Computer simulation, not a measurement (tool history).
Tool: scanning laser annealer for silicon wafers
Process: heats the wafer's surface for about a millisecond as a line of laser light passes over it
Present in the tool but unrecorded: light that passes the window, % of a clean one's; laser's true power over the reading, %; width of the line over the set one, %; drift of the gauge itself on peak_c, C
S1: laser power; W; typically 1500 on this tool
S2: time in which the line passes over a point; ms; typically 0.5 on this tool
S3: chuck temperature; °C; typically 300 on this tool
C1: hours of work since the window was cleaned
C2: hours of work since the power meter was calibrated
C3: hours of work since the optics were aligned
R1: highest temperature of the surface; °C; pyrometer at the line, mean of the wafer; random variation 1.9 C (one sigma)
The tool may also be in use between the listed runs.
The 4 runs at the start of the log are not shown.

run	day	S1	S2	S3	C1	C2	C3	R1
5	1.154	1293	0.5	300	328	190	121	940
6	1.533	1293	0.5	300	334	196	127	939
7	1.779	1293	0.5	300	338	200	131	940
8	2.15	1293	0.5	300	343	205	136	939
9	2.317	1293	0.5	300	346	208	139	939
10	2.483	1500	0.549	300	348	210	141	1112
11	2.7	1500	0.549	300	351	213	144	1112
12	3.038	1500	0.549	300	356	218	149	1113
13	3.212	1500	0.549	300	359	221	152	1114
14	3.421	1500	0.5	311	362	224	155	1087
15	3.762	1500	0.5	311	367	229	160	1088
16	3.967	1500	0.5	311	370	232	163	1083
17	4.121	1500	0.5	311	372	235	166	1085
18	4.471	1500	0.5	311	378	240	171	1084
19	4.767	1500	0.5	311	382	244	175	1083
20	4.929	1500	0.5	280	384	247	178	1053
21	5.158	1500	0.5	280	388	250	181	1052
22	5.488	1598	0.546	335	393	255	186	1211
23	5.829	1581	0.546	335	398	260	191	1201
# day 5.971: laser's power meter calibrated
24	6.167	1581	0.546	335	401	3	194	1194

What does the tool deliver on the next run?
25	6.533	1581	0.546	335	406	8	200	?

R1: 1195 °C
On a tool with no hidden condition, and with the same random variation, this run would have come out at R1 1247 °C.
